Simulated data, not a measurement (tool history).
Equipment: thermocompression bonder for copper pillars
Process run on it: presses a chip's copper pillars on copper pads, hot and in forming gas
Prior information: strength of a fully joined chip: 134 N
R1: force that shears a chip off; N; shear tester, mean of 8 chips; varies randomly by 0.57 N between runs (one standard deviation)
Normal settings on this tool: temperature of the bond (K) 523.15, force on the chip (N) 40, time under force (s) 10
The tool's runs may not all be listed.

Run 1, hour 0.0: usual settings. Result: R1 77.1 N.
Run 2, hour 26.6: usual settings. Result: R1 77.1 N.
Run 3, hour 62.0: usual settings. Result: R1 77.6 N.
Run 4, hour 94.8: usual settings but force on the chip (N) 37. Result: R1 73.0 N.
Run 5, hour 111.1: usual settings. Result: R1 78.1 N.
Run 6, hour 149.7: usual settings. Result: R1 76.6 N.
Run 7, hour 175.9: usual settings. Result: R1 75.7 N.
Run 8, hour 197.1: usual settings but temperature of the bond (K) 537.15, time under force (s) 15. Result: R1 101.5 N.
Run 9, hour 235.9: usual settings but temperature of the bond (K) 537.15, time under force (s) 15. Result: R1 100.7 N.
Run 10, hour 263.5: usual settings but temperature of the bond (K) 537.15, time under force (s) 15. Result: R1 101.0 N.
Run 11, hour 292.8: usual settings but force on the chip (N) 50. Result: R1 85.6 N.
Run 12, hour 328.2: usual settings but temperature of the bond (K) 537.15. Result: R1 92.9 N.
Run 13, hour 354.9: usual settings but temperature of the bond (K) 537.15. Result: R1 94.5 N.
Run 14, hour 384.9: usual settings but temperature of the bond (K) 531.15, force on the chip (N) 45. Result: R1 91.9 N.

The log once held 1 entry between its listed runs, left out of this copy. Where does each go, and what is different about the tool's unlogged condition between the listed run before it and the listed run after it?
Runs 11 to 12: forming gas filter changed (hour 309.7)
  true temperature of the bond over the reading, C: -3.8 -> -3.9; force that reaches the chip, % of what is set: 102.6 -> 102.7; oxide that the forming gas leaves, % of the face: 3.86 -> 0.66
  what was measured, less what the result would be without the hidden state, R1: -6.1 -> -3.0 N
